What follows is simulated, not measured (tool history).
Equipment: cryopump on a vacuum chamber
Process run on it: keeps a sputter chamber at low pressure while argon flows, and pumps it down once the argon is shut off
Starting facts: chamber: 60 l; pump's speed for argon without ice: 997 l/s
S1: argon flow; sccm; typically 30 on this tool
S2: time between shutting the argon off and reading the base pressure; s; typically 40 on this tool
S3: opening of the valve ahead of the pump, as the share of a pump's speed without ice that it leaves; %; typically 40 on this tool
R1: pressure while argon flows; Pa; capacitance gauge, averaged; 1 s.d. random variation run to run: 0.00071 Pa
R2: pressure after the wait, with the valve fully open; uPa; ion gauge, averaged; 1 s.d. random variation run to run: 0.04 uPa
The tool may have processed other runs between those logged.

run   hour  S1   S2  S3      R1    R2
  1      0  30   40  40  0.1342  2.68
  2   52.6  30   21  40  0.1337  4.66
  3  112.5  30   21  40  0.1376   4.4
  4  176.5  30   21  40  0.1379  4.52
  5  204.5  30  128  40  0.1395  1.41
  6  266.5  30  128  40  0.1395  1.48
  7  298.1  30   22  27  0.2034  4.45
  8  351.4  30   58  29  0.1913   2.3
     377.3  -- pump warmed up, emptied and cooled again
  9  400.6  23   58  18  0.2188  2.09
 10  453.3  56  290  40  0.2416     1
 11  516.1  15   33  22  0.1175  3.15
 12  561.7  15   33  22  0.1181  3.11

Here are 5 independent what-if runs from the current tool condition. What would each one return?
  A  623.3  23   40  20   ?   ?
  B  623.3  16   40  41   ?   ?
  C  623.3  52  253  26   ?   ?
  D  623.3  30  102  44   ?   ?
  E  623.3  15   33  40   ?   ?

run      R1    R2
  A  0.1984  2.85
  B  0.0691  2.83
  C  0.3485  1.07
  D  0.1218  1.59
  E  0.0667  3.21
With no hidden state in the tool, these same runs would have given:
run      R1    R2
  A  0.1943  2.34
  B  0.0662  2.32
  C   0.339  0.58
  D  0.1163  1.08
  E   0.064  2.71
